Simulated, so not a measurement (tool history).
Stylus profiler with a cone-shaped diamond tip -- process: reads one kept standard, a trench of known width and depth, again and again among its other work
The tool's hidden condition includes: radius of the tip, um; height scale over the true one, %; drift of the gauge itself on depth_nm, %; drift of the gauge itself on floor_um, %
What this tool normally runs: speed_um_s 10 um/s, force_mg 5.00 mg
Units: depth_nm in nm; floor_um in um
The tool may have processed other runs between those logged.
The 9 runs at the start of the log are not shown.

run     day  speed_um_s  force_mg  scans with this tip  hours of work since the height scale was calibrated  depth_nm  floor_um
 10   5.246          10      5.00                 3677                                                  351   1019.47     93.95
 11   5.904          10      3.53                 3784                                                  361   1015.11     93.99
 12   6.800          10      5.00                 3929                                                  375   1019.69     94.06
 13   7.421          10      5.00                 4030                                                  385   1018.81     94.00
 14   8.042          10      5.00                 4130                                                  394   1019.04     93.96
 15   8.667          10      5.00                 4231                                                  404   1018.84     94.00
 16   9.229          10      5.00                 4322                                                  413   1019.19     93.99
 17  10.112          10      5.00                 4464                                                  426   1019.69     93.93
 18  10.583          10      5.00                 4541                                                  434   1019.18     94.00
 19  11.071          10      5.00                 4620                                                  441   1019.60     94.00
 20  11.746           7      8.54                 4729                                                  452   1027.57     93.95
 21  12.558           7      8.54                 4861                                                  464   1027.48     93.99

The next listed run, before its measurement:
 22  13.446           2      3.82                 5004                                                  478         ?         ?

Run 22 produced depth_nm 1016.14 nm, floor_um 94.00 um.
The same run, on a tool lacking any hidden state, would have yielded depth_nm 1016.15 nm, floor_um 94.00 um.
